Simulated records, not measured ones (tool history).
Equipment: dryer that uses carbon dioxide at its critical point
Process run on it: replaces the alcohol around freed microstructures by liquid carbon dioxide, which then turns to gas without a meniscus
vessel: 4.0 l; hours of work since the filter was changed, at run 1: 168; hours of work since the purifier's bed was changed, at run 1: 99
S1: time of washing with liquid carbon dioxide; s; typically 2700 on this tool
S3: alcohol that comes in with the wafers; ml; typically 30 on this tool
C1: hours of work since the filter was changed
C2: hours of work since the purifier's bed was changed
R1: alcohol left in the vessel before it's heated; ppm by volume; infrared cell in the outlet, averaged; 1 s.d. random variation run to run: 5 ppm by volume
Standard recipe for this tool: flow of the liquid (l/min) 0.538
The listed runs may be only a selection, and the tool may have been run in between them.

{"run": 1, "hour": 0.0, "S1": 2700, "flow of the liquid (l/min)": 0.538, "S3": 30, "C1": 168, "C2": 99, "R1": 71}
{"run": 2, "hour": 4.8, "S1": 2700, "flow of the liquid (l/min)": 0.538, "S3": 72, "C1": 170, "C2": 101, "R1": 105}
{"run": 3, "hour": 13.3, "S1": 2700, "flow of the liquid (l/min)": 0.538, "S3": 72, "C1": 174, "C2": 105, "R1": 107}
{"run": 4, "hour": 20.5, "S1": 2700, "flow of the liquid (l/min)": 0.538, "S3": 72, "C1": 177, "C2": 108, "R1": 103}
{"run": 5, "hour": 24.3, "S1": 2700, "flow of the liquid (l/min)": 0.538, "S3": 72, "C1": 178, "C2": 110, "R1": 98}
{"run": 6, "hour": 30.3, "S1": 1740, "flow of the liquid (l/min)": 0.538, "S3": 30, "C1": 181, "C2": 112, "R1": 258}
{"run": 7, "hour": 39.0, "S1": 2640, "flow of the liquid (l/min)": 0.538, "S3": 30, "C1": 185, "C2": 116, "R1": 66}
{"run": 8, "hour": 44.4, "S1": 2640, "flow of the liquid (l/min)": 0.538, "S3": 30, "C1": 187, "C2": 118, "R1": 71}
{"run": 9, "hour": 48.7, "S1": 2640, "flow of the liquid (l/min)": 0.538, "S3": 30, "C1": 189, "C2": 120, "R1": 70}
{"run": 10, "hour": 56.0, "S1": 2640, "flow of the liquid (l/min)": 0.538, "S3": 30, "C1": 192, "C2": 124, "R1": 72}
{"run": 11, "hour": 61.9, "S1": 2700, "flow of the liquid (l/min)": 0.538, "S3": 30, "C1": 195, "C2": 126, "R1": 61}
{"run": 12, "hour": 69.2, "S1": 2700, "flow of the liquid (l/min)": 0.538, "S3": 30, "C1": 198, "C2": 129, "R1": 74}
{"run": 13, "hour": 74.5, "S1": 2700, "flow of the liquid (l/min)": 0.538, "S3": 30, "C1": 200, "C2": 132, "R1": 71}
{"run": 14, "hour": 80.6, "S1": 1680, "flow of the liquid (l/min)": 0.538, "S3": 30, "C1": 203, "C2": 134, "R1": 291}
{"run": 15, "hour": 88.2, "S1": 2700, "flow of the liquid (l/min)": 0.538, "S3": 30, "C1": 206, "C2": 138, "R1": 77}
{"run": 16, "hour": 94.0, "S1": 2700, "flow of the liquid (l/min)": 0.538, "S3": 30, "C1": 209, "C2": 140, "R1": 67}
{"run": 17, "hour": 101.2, "S1": 2700, "flow of the liquid (l/min)": 0.538, "S3": 30, "C1": 212, "C2": 143, "R1": 76}
{"run": 18, "hour": 108.5, "S1": 2700, "flow of the liquid (l/min)": 0.538, "S3": 27, "C1": 215, "C2": 146, "R1": 68}
{"run": 19, "hour": 115.9, "S1": 2700, "flow of the liquid (l/min)": 0.538, "S3": 27, "C1": 218, "C2": 150, "R1": 61}

Forecast run 20:
{"run": 20, "hour": 120.7, "S1": 3360, "flow of the liquid (l/min)": 0.538, "S3": 96, "C1": 220, "C2": 152, "R1": "?"}

{"run 20": {"R1": 64}}
The same run, on a tool lacking any hidden state, would have yielded R1 20 ppm by volume.
